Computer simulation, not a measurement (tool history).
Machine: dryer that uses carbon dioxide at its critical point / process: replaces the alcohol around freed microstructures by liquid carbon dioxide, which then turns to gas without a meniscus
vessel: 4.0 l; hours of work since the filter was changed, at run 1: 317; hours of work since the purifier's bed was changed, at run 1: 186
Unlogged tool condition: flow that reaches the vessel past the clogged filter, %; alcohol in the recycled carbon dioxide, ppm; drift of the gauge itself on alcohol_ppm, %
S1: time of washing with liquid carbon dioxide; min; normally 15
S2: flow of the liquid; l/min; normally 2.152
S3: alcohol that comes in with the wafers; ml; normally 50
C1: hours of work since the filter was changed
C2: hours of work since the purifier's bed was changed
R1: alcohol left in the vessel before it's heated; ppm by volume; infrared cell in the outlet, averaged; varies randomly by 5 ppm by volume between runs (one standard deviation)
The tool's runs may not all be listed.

Run 1, hour 0: usual settings; C1 317; C2 186. Result: R1 68 ppm by volume.
Run 2, hour 22.3: usual settings; C1 324; C2 194. Result: R1 67 ppm by volume.
Run 3, hour 38.9: usual settings; C1 330; C2 199. Result: R1 81 ppm by volume.
Run 4, hour 62: usual settings; C1 338; C2 207. Result: R1 79 ppm by volume.
At hour 78.1: inlet filter changed.
Run 5, hour 81: usual settings; C1 1; C2 213. Result: R1 62 ppm by volume.
Run 6, hour 99.4: usual settings; C1 7; C2 220. Result: R1 56 ppm by volume.
Run 7, hour 115.2: usual settings; C1 13; C2 225. Result: R1 66 ppm by volume.
Run 8, hour 136.6: usual settings; C1 20; C2 232. Result: R1 65 ppm by volume.
Run 9, hour 151.1: usual settings; C1 25; C2 237. Result: R1 67 ppm by volume.
Run 10, hour 169.1: usual settings but S2 1.66 l/min, S3 35 ml; C1 31; C2 243. Result: R1 123 ppm by volume.
Run 11, hour 179.3: usual settings but S2 1.66 l/min, S3 35 ml; C1 34; C2 247. Result: R1 121 ppm by volume.
Run 12, hour 190.1: usual settings but S1 21 min, S2 2.92 l/min, S3 49 ml; C1 38; C2 250. Result: R1 34 ppm by volume.
Run 13, hour 203.3: usual settings but S1 21 min, S2 2.92 l/min, S3 49 ml; C1 43; C2 255. Result: R1 39 ppm by volume.
Run 14, hour 215.7: usual settings but S1 16 min, S2 2.17 l/min, S3 95 ml; C1 47; C2 259. Result: R1 81 ppm by volume.
Run 15, hour 236.9: usual settings but S1 12 min, S2 2.08 l/min; C1 54; C2 266. Result: R1 180 ppm by volume.
Run 16, hour 257.8: usual settings but S1 12 min, S2 2.78 l/min, S3 21 ml; C1 61; C2 274. Result: R1 52 ppm by volume.
Run 17, hour 270.5: usual settings but S1 21 min, S3 37 ml; C1 66; C2 278. Result: R1 40 ppm by volume.

Forecast each of these 3 alternatives for the next run:
Run A, hour 280.6: usual settings but S2 2.15 l/min; C1 69; C2 281. Result: R1 ?.
Run B, hour 280.6: usual settings but S1 10 min, S2 1.64 l/min, S3 37 ml; C1 69; C2 281. Result: R1 ?.
Run C, hour 280.6: usual settings but S1 23 min, S2 3.63 l/min, S3 81 ml; C1 69; C2 281. Result: R1 ?.

run   R1
  A   86
  B  507
  C   38
Without the tool's hidden state the same runs would have given:
run   R1
  A   43
  B  434
  C    0

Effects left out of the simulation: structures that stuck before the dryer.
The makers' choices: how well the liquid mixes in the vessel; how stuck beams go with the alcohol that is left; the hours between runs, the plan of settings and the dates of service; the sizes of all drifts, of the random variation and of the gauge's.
